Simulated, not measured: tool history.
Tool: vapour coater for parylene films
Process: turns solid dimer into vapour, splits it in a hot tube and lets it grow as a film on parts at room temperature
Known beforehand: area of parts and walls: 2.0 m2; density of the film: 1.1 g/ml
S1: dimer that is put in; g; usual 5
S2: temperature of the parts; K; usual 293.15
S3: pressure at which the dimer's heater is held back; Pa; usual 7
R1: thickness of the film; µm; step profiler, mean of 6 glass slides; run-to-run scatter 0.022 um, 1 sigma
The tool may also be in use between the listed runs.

run   hour  S1      S2  S3    R1
  1      0   5  293.15   7  1.61
  2    7.4   5  293.15   7  1.59
  3   19.8   5  293.15   7  1.58
  4   35.7   5  293.15   7  1.59
      41.1  -- trap's valve overhauled
  5   54.2   5  293.15   7  1.55
  6   62.4   5  293.15   7  1.56
  7   77.2   5  293.15   7  1.58
  8   87.6   5  293.15   7  1.56
  9   95.7   5  288.15   7     2
 10  111.7   5  288.15   7  1.99

Below, some changes in R1 between adjacent runs. For each, the amount present without the hidden state too (settings, incoming material, random variation) and the amount remaining for the hidden state with gauge scatter not shared by both compared results:
The hidden state here: vapour lost through the trap's worn valve, %; true temperature of the parts over the reading, C; drift of the gauge itself on film_um, %.
Run 1 -> 2: nothing adjusted, nothing logged. R1 -0.02 µm: hidden state +0.01, all else -0.03.
Run 8 -> 9: S2 293.15 -> 288.15. R1 +0.44 µm: hidden state +0, all else +0.44.

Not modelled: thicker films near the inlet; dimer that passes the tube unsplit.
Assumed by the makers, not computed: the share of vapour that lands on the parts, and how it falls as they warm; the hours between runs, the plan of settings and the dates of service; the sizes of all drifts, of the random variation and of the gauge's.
